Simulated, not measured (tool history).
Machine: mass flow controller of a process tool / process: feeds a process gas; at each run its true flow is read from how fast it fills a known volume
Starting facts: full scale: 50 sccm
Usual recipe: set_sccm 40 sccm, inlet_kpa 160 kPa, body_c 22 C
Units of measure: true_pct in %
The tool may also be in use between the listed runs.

run	hour	set_sccm	inlet_kpa	body_c	true_pct
1	0.0	40	160	22	100.03
2	509.5	40	160	22	100.01
3	761.6	40	168	22	99.98
4	1261.1	40	160	22	100.07
5	1715.3	40	160	22	100.26
6	2266.7	40	160	34	100.77
7	2571.3	40	160	34	100.88
8	2850.0	40	160	34	100.91
9	3394.8	40	160	22	100.34
10	3970.8	16	160	22	100.37
# hour 4178.0: controller exchanged for a calibrated one
11	4265.6	40	160	23	100.78
12	4735.2	7	160	22	100.43
13	5019.2	40	160	22	100.79
14	5585.0	5	157	23	100.58
15	5834.4	8	157	22	100.52
16	6135.0	47	198	34	101.31
17	6630.9	7	160	37	101.33
18	6938.0	7	160	37	101.46
19	7361.8	7	160	24	101.00
20	7933.7	7	160	29	101.08
21	8308.3	40	149	22	101.35
22	8817.3	44	267	36	101.57
23	9217.4	9	267	21	100.90
24	9469.5	9	267	21	100.93
25	9903.4	10	160	31	101.64

Branching from run 25: 4 alternative next runs. What would each branch give?
A	10164.9	17	148	20	?
B	10164.9	10	160	30	?
C	10164.9	40	259	34	?
D	10164.9	10	160	22	?

run	true_pct
A	101.43
B	101.71
C	101.74
D	101.27
Had the tool no hidden state, the same runs would have come out as:
run	true_pct
A	99.79
B	100.06
C	100.10
D	99.62
